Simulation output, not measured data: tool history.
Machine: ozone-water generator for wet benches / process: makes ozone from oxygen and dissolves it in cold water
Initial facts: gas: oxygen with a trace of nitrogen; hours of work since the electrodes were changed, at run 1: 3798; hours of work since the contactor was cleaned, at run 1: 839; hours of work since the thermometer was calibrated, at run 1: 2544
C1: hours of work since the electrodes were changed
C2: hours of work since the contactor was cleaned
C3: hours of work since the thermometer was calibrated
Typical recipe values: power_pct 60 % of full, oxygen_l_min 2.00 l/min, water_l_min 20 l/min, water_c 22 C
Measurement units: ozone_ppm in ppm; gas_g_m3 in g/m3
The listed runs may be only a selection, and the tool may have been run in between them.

Run 1, day 0.000: usual settings; C1 3798; C2 839; C3 2544. Result: ozone_ppm 8.0 ppm, gas_g_m3 197.3 g/m3.
Run 2, day 6.217: usual settings; C1 3929; C2 970; C3 2675. Result: ozone_ppm 8.2 ppm, gas_g_m3 196.9 g/m3.
Run 3, day 9.862: usual settings; C1 4006; C2 1047; C3 2752. Result: ozone_ppm 8.2 ppm, gas_g_m3 197.3 g/m3.
Run 4, day 17.783: usual settings; C1 4173; C2 1214; C3 2919. Result: ozone_ppm 7.9 ppm, gas_g_m3 196.5 g/m3.
Run 5, day 24.400: usual settings; C1 4312; C2 1354; C3 3058. Result: ozone_ppm 7.7 ppm, gas_g_m3 194.4 g/m3.
Run 6, day 31.421: usual settings; C1 4460; C2 1501; C3 3206. Result: ozone_ppm 7.9 ppm, gas_g_m3 193.9 g/m3.
Run 7, day 35.117: usual settings but oxygen_l_min 1.35 l/min, water_c 16 C; C1 4538; C2 1579; C3 3284. Result: ozone_ppm 7.5 ppm, gas_g_m3 240.1 g/m3.
Run 8, day 43.304: usual settings but oxygen_l_min 2.71 l/min, water_c 27 C; C1 4711; C2 1752; C3 3457. Result: ozone_ppm 7.6 ppm, gas_g_m3 162.2 g/m3.
Run 9, day 47.479: usual settings but power_pct 42 % of full; C1 4799; C2 1840; C3 3545. Result: ozone_ppm 5.8 ppm, gas_g_m3 143.7 g/m3.
Run 10, day 51.800: usual settings but power_pct 55 % of full, oxygen_l_min 3.28 l/min, water_l_min 17 l/min, water_c 16 C; C1 4890; C2 1931; C3 3636. Result: ozone_ppm 9.9 ppm, gas_g_m3 138.1 g/m3.

Forecast run 11:
Run 11, day 56.338: usual settings but power_pct 81 % of full, oxygen_l_min 1.34 l/min, water_c 26 C; C1 4986; C2 2027; C3 3731. Result: ozone_ppm ?, gas_g_m3 ?.

ozone_ppm: 8.4 ppm
gas_g_m3: 296.1 g/m3
Minus the tool's unlogged condition, the same run would have read ozone_ppm 10.7 ppm, gas_g_m3 363.2 g/m3.
